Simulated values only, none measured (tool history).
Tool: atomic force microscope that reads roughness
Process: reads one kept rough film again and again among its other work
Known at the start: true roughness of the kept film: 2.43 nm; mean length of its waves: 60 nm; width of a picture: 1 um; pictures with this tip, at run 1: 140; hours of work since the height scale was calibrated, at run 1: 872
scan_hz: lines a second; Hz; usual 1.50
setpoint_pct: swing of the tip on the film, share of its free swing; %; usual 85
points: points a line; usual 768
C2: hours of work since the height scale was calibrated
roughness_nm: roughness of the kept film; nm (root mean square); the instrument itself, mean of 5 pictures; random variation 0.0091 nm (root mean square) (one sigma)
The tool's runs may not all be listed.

{"run": 1, "hour": 0.0, "scan_hz": 1.5, "setpoint_pct": 85, "points": 768, "pictures with this tip": 140, "C2": 872, "roughness_nm": 2.054}
{"run": 2, "hour": 36.0, "scan_hz": 1.5, "setpoint_pct": 85, "points": 768, "pictures with this tip": 168, "C2": 889, "roughness_nm": 2.041}
{"run": 3, "hour": 55.6, "scan_hz": 1.5, "setpoint_pct": 56, "points": 768, "pictures with this tip": 183, "C2": 899, "roughness_nm": 2.338}
{"run": 4, "hour": 81.9, "scan_hz": 1.63, "setpoint_pct": 85, "points": 768, "pictures with this tip": 204, "C2": 911, "roughness_nm": 2.023}
{"run": 5, "hour": 107.1, "scan_hz": 1.63, "setpoint_pct": 85, "points": 768, "pictures with this tip": 224, "C2": 923, "roughness_nm": 2.028}
{"run": 6, "hour": 139.5, "scan_hz": 1.34, "setpoint_pct": 85, "points": 768, "pictures with this tip": 249, "C2": 939, "roughness_nm": 2.089}
{"run": 7, "hour": 174.8, "scan_hz": 1.34, "setpoint_pct": 85, "points": 768, "pictures with this tip": 277, "C2": 956, "roughness_nm": 2.087}
{"run": 8, "hour": 212.1, "scan_hz": 2.24, "setpoint_pct": 69, "points": 848, "pictures with this tip": 306, "C2": 973, "roughness_nm": 2.149}

The next listed run, before its measurement:
{"run": 9, "hour": 244.2, "scan_hz": 1.3, "setpoint_pct": 74, "points": 789, "pictures with this tip": 331, "C2": 989, "roughness_nm": "?"}

roughness_nm: 2.199 nm (root mean square)
Without the tool's hidden state the same run would have given roughness_nm 2.208 nm (root mean square).
